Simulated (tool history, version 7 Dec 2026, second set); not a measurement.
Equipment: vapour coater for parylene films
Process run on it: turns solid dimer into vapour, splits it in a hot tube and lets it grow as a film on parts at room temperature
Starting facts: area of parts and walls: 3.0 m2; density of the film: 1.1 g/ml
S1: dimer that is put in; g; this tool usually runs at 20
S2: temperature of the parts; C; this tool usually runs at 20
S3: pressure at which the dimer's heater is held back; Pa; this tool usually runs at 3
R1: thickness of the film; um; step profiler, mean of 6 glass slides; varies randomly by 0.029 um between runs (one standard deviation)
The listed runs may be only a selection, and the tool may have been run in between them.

run	hour	S1	S2	S3	R1
1	0	20	20	3	3.99
2	37.1	20	20	3	3.91
# hour 54.2: trap's valve overhauled
3	78.8	20	20	3	4.43
4	125.9	20	20	3	4.41
5	150.4	20	20	3	4.35
6	200.6	20	20	3	4.36
7	228.9	20	20	3	4.35
8	274.6	20	20	3	4.34
9	321.4	20	20	2.41	4.46
10	354.7	20	20	3	4.31
11	403.1	10	20	3	2.13
12	451.8	10	20	4.56	2.01
13	500.4	10	17	4.56	2.14
14	524.4	26	14	3	6.42
15	557.7	21	28	6.39	3.12
16	589.5	28	28	6.39	4.18
17	629.2	12	21	8.3	2.11
18	650.5	12	21	8.3	2.05
19	687.1	19	21	4.88	3.55
20	714.2	20	15	3.02	4.72
21	739.6	10	20	3	2
22	773.1	10	20	3	2
23	805.6	10	29	4.16	1.48
24	850.8	20	22	4.03	3.66
25	874.9	19	22	2.8	3.58

Branching from run 25: 5 alternative next runs. What would each branch give?
A	916	8	22	2.8	?
B	916	13	13	2.2	?
C	916	19	31	2.05	?
D	916	14	31	11.53	?
E	916	15	30	6.77	?

run	R1
A	1.5
B	3.24
C	2.86
D	1.7
E	2
What these runs would have given with no unlogged condition in the tool:
run	R1
A	1.71
B	3.7
C	3.27
D	1.93
E	2.29
